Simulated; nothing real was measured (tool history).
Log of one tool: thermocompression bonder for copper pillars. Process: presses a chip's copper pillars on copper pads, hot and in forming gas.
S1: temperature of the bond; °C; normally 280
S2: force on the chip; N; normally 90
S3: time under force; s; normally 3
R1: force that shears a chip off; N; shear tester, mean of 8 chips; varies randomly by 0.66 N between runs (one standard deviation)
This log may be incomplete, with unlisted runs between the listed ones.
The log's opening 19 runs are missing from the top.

{"run": 20, "hour": 1331.3, "S1": 280, "S2": 90, "S3": 3, "R1": 51.8}
{"run": 21, "hour": 1384.5, "S1": 280, "S2": 90, "S3": 3, "R1": 49.8}
{"hour": 1394.3, "done": "forming gas filter changed"}
{"run": 22, "hour": 1487.1, "S1": 271, "S2": 87, "S3": 2, "R1": 44.8}
{"run": 23, "hour": 1547.2, "S1": 300, "S2": 59, "S3": 2, "R1": 46.8}
{"run": 24, "hour": 1623.1, "S1": 300, "S2": 59, "S3": 2, "R1": 45.8}
{"run": 25, "hour": 1666.7, "S1": 284, "S2": 59, "S3": 5, "R1": 54.2}
{"run": 26, "hour": 1751.2, "S1": 284, "S2": 59, "S3": 5, "R1": 52.6}
{"run": 27, "hour": 1843.9, "S1": 284, "S2": 59, "S3": 5, "R1": 52.4}
{"hour": 1883.0, "done": "heater calibrated with a thermocouple chip"}
{"run": 28, "hour": 1898.9, "S1": 284, "S2": 59, "S3": 5, "R1": 48.3}
{"hour": 1907.3, "done": "forming gas filter changed"}
{"run": 29, "hour": 1984.9, "S1": 270, "S2": 82, "S3": 6, "R1": 58.3}
{"run": 30, "hour": 2030.7, "S1": 290, "S2": 133, "S3": 2, "R1": 58.8}
{"run": 31, "hour": 2072.9, "S1": 290, "S2": 60, "S3": 4, "R1": 52.0}
{"run": 32, "hour": 2166.2, "S1": 299, "S2": 80, "S3": 3, "R1": 55.1}
{"run": 33, "hour": 2215.5, "S1": 299, "S2": 80, "S3": 3, "R1": 55.8}
{"run": 34, "hour": 2292.9, "S1": 299, "S2": 80, "S3": 3, "R1": 54.9}
{"run": 35, "hour": 2392.4, "S1": 299, "S2": 80, "S3": 3, "R1": 53.6}
{"hour": 2422.7, "done": "forming gas filter changed"}
{"run": 36, "hour": 2446.6, "S1": 263, "S2": 98, "S3": 3, "R1": 49.0}
{"run": 37, "hour": 2547.7, "S1": 254, "S2": 134, "S3": 3, "R1": 51.8}
{"run": 38, "hour": 2593.8, "S1": 254, "S2": 134, "S3": 3, "R1": 51.9}
{"run": 39, "hour": 2659.0, "S1": 280, "S2": 90, "S3": 2, "R1": 45.9}

Alternative continuations, all from the tool just after run 39; predict every row:
{"run": "A", "hour": 2718.5, "S1": 280, "S2": 111, "S3": 7, "R1": "?"}
{"run": "B", "hour": 2718.5, "S1": 275, "S2": 90, "S3": 2, "R1": "?"}
{"run": "C", "hour": 2718.5, "S1": 252, "S2": 123, "S3": 5, "R1": "?"}

run=A R1=68.7
run=B R1=43.7
run=C R1=56.4
Without the tool's hidden state the same runs would have given:
run=A R1=72.6
run=B R1=45.9
run=C R1=59.1
